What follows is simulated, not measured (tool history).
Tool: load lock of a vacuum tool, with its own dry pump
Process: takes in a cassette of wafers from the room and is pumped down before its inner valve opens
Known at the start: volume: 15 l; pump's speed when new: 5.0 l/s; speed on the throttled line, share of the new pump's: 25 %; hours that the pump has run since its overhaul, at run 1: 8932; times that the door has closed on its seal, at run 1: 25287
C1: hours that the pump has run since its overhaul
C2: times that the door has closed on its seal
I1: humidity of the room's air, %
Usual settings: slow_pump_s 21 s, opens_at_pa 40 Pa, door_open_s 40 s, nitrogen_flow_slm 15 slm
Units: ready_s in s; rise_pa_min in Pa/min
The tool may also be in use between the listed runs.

{"run": 1, "hour": 0.0, "slow_pump_s": 21, "opens_at_pa": 40, "door_open_s": 40, "nitrogen_flow_slm": 15, "C1": 8932, "C2": 25287, "I1": 46.6, "ready_s": 39.0, "rise_pa_min": 0.032}
{"run": 2, "hour": 337.1, "slow_pump_s": 21, "opens_at_pa": 40, "door_open_s": 40, "nitrogen_flow_slm": 15, "C1": 9269, "C2": 26065, "I1": 45.8, "ready_s": 38.8, "rise_pa_min": 0.029}
{"run": 3, "hour": 536.9, "slow_pump_s": 21, "opens_at_pa": 40, "door_open_s": 90, "nitrogen_flow_slm": 15, "C1": 9469, "C2": 26527, "I1": 46.3, "ready_s": 39.7, "rise_pa_min": 0.048}
{"run": 4, "hour": 803.3, "slow_pump_s": 21, "opens_at_pa": 40, "door_open_s": 40, "nitrogen_flow_slm": 15, "C1": 9736, "C2": 27142, "I1": 48.5, "ready_s": 39.3, "rise_pa_min": 0.03}
{"run": 5, "hour": 1110.6, "slow_pump_s": 21, "opens_at_pa": 40, "door_open_s": 40, "nitrogen_flow_slm": 15, "C1": 10043, "C2": 27851, "I1": 44.7, "ready_s": 39.5, "rise_pa_min": 0.032}
{"run": 6, "hour": 1448.1, "slow_pump_s": 21, "opens_at_pa": 40, "door_open_s": 40, "nitrogen_flow_slm": 15, "C1": 10380, "C2": 28630, "I1": 46.2, "ready_s": 39.1, "rise_pa_min": 0.031}
{"run": 7, "hour": 1620.4, "slow_pump_s": 21, "opens_at_pa": 40, "door_open_s": 40, "nitrogen_flow_slm": 15, "C1": 10553, "C2": 29028, "I1": 45.5, "ready_s": 39.0, "rise_pa_min": 0.032}
{"run": 8, "hour": 1996.5, "slow_pump_s": 30, "opens_at_pa": 57, "door_open_s": 32, "nitrogen_flow_slm": 15, "C1": 10929, "C2": 29896, "I1": 47.4, "ready_s": 45.0, "rise_pa_min": 0.025}
{"run": 9, "hour": 2217.9, "slow_pump_s": 30, "opens_at_pa": 57, "door_open_s": 32, "nitrogen_flow_slm": 15, "C1": 11150, "C2": 30407, "I1": 45.4, "ready_s": 45.1, "rise_pa_min": 0.031}
{"run": 10, "hour": 2585.7, "slow_pump_s": 30, "opens_at_pa": 32, "door_open_s": 91, "nitrogen_flow_slm": 15, "C1": 11518, "C2": 31257, "I1": 39.9, "ready_s": 46.1, "rise_pa_min": 0.038}
{"run": 11, "hour": 2938.9, "slow_pump_s": 29, "opens_at_pa": 31, "door_open_s": 91, "nitrogen_flow_slm": 15, "C1": 11871, "C2": 32072, "I1": 45.5, "ready_s": 46.5, "rise_pa_min": 0.049}
{"run": 12, "hour": 3220.2, "slow_pump_s": 21, "opens_at_pa": 40, "door_open_s": 214, "nitrogen_flow_slm": 15, "C1": 12152, "C2": 32722, "I1": 48.0, "ready_s": 38.9, "rise_pa_min": 0.077}
{"run": 13, "hour": 3473.1, "slow_pump_s": 21, "opens_at_pa": 40, "door_open_s": 214, "nitrogen_flow_slm": 15, "C1": 12405, "C2": 33305, "I1": 47.3, "ready_s": 39.3, "rise_pa_min": 0.073}

4 ways to go on from here, each from the tool as it stands after run 13. What would each give?
{"run": "A", "hour": 3637.5, "slow_pump_s": 10, "opens_at_pa": 40, "door_open_s": 40, "nitrogen_flow_slm": 15, "C1": 12570, "C2": 33685, "I1": 45.7, "ready_s": "?", "rise_pa_min": "?"}
{"run": "B", "hour": 3637.5, "slow_pump_s": 32, "opens_at_pa": 40, "door_open_s": 67, "nitrogen_flow_slm": 15, "C1": 12570, "C2": 33685, "I1": 44.5, "ready_s": "?", "rise_pa_min": "?"}
{"run": "C", "hour": 3637.5, "slow_pump_s": 14, "opens_at_pa": 40, "door_open_s": 186, "nitrogen_flow_slm": 15, "C1": 12570, "C2": 33685, "I1": 48.1, "ready_s": "?", "rise_pa_min": "?"}
{"run": "D", "hour": 3637.5, "slow_pump_s": 34, "opens_at_pa": 40, "door_open_s": 40, "nitrogen_flow_slm": 6, "C1": 12570, "C2": 33685, "I1": 43.1, "ready_s": "?", "rise_pa_min": "?"}

run=A ready_s=30.7 rise_pa_min=0.030
run=B ready_s=47.8 rise_pa_min=0.035
run=C ready_s=33.1 rise_pa_min=0.064
run=D ready_s=49.0 rise_pa_min=0.040
Without the tool's hidden state the same runs would have given:
run=A ready_s=30.6 rise_pa_min=0.029
run=B ready_s=47.8 rise_pa_min=0.034
run=C ready_s=33.1 rise_pa_min=0.063
run=D ready_s=49.0 rise_pa_min=0.039

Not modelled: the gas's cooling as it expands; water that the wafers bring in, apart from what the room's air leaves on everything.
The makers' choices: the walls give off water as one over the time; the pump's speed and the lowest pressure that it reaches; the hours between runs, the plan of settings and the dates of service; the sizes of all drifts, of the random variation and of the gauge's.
